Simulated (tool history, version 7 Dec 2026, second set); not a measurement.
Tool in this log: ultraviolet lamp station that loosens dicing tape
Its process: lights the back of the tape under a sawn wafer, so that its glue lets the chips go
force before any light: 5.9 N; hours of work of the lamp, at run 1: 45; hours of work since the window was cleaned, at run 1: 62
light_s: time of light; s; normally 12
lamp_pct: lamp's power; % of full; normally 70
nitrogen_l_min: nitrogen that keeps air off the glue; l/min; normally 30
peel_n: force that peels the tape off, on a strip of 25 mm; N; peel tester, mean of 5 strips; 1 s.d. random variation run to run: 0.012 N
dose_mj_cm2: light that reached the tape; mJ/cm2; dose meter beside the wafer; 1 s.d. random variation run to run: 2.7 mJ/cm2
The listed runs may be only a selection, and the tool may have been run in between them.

run,hour,light_s,lamp_pct,nitrogen_l_min,hours of work of the lamp,hours of work since the window was cleaned,peel_n,dose_mj_cm2
1,0,12,70,30,45,62,0.559,368
2,11.9,12,70,30,53,70,0.54,366
3,29,12,70,30,65,82,0.541,367
4,43.2,12,70,24,75,91,0.593,359
5,55.7,23,70,24,83,100,0.147,703
6,62.8,23,70,24,88,105,0.15,694
7,74.3,10,70,24,96,113,0.852,304
8,81.9,10,70,24,101,118,0.856,303
9,94,10,70,24,109,126,0.863,307
10,106.3,12,70,30,118,134,0.555,366
11,115.8,12,70,30,124,141,0.565,364
12,127.9,12,70,30,133,149,0.564,362
13,143.7,12,70,30,143,160,0.551,368
14,160.9,12,70,30,155,172,0.548,365
15,176.6,20,70,30,166,182,0.18,610
16,186.6,20,70,30,173,189,0.182,608
17,195.1,12,72,30,179,195,0.511,380
18,202.8,12,70,30,184,200,0.57,367
19,217.1,12,70,30,194,210,0.572,362
20,225.7,12,70,30,199,216,0.535,363
21,236.6,12,70,30,207,223,0.542,363
# hour 243.8: window cleaned of glue's vapour
22,245.5,12,70,30,213,1,0.539,366
23,256.7,12,69,13,220,9,0.815,358
24,268.3,8,70,30,228,17,1.147,240
25,282.3,13,64,30,238,26,0.544,362
26,297.4,13,64,30,248,37,0.572,364
27,304.9,12,83,11,253,42,0.61,435
28,318.4,12,62,11,262,51,1.006,317
29,333.4,12,66,11,273,61,0.946,345
30,344.3,12,70,11,280,69,0.85,364
31,356.1,19,70,24,288,77,0.223,576
32,365.1,12,62,15,294,83,0.914,321
33,373.1,12,79,30,300,88,0.431,404
34,381.9,12,70,36,306,94,0.5,361
35,388.8,12,70,36,310,99,0.517,371
36,400.9,9,83,30,319,107,0.685,324
37,418.1,11,89,30,330,119,0.399,428
38,428.4,9,84,31,337,126,0.658,326
39,435.7,9,84,31,342,131,0.687,331
40,444.7,11,96,13,349,137,0.501,455
41,455.1,17,92,30,356,144,0.144,676
42,468.3,10,70,30,365,153,0.783,304
43,480,10,84,37,373,161,0.511,368

How the hidden state differs across the entries between the runs, from the last listed run before each to the first after it:
Run 21 -> run 22: window cleaned of glue's vapour (hour 243.8)
  light that the window lets through, % of a clean one's: 99.8 -> 100
